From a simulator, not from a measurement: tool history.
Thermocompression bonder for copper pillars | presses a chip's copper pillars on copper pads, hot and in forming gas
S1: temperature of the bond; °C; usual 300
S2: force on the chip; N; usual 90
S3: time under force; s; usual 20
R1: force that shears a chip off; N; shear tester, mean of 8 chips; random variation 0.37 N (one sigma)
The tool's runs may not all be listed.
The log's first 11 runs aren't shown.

run,day,S1,S2,S3,R1
12,29.392,300,90,20,43.3
13,31.721,300,90,20,43.2
14,34.667,300,90,20,43.4
15,36.75,328,90,20,55.3
# day 37.833: heater calibrated with a thermocouple chip
16,39.212,328,90,20,50.3
17,41.412,328,90,20,50.9
# day 41.754: forming gas filter changed
18,44.079,300,72,10,24.8
19,45.675,291,64,18,25.4
20,47.188,291,64,18,25.8
21,50.129,272,105,18,30.3
22,52.758,300,61,14,25

Forecast run 23:
23,55.304,300,133,54,?

R1: 67.9 N
Without the tool's hidden state the same run would have given R1 68.5 N.

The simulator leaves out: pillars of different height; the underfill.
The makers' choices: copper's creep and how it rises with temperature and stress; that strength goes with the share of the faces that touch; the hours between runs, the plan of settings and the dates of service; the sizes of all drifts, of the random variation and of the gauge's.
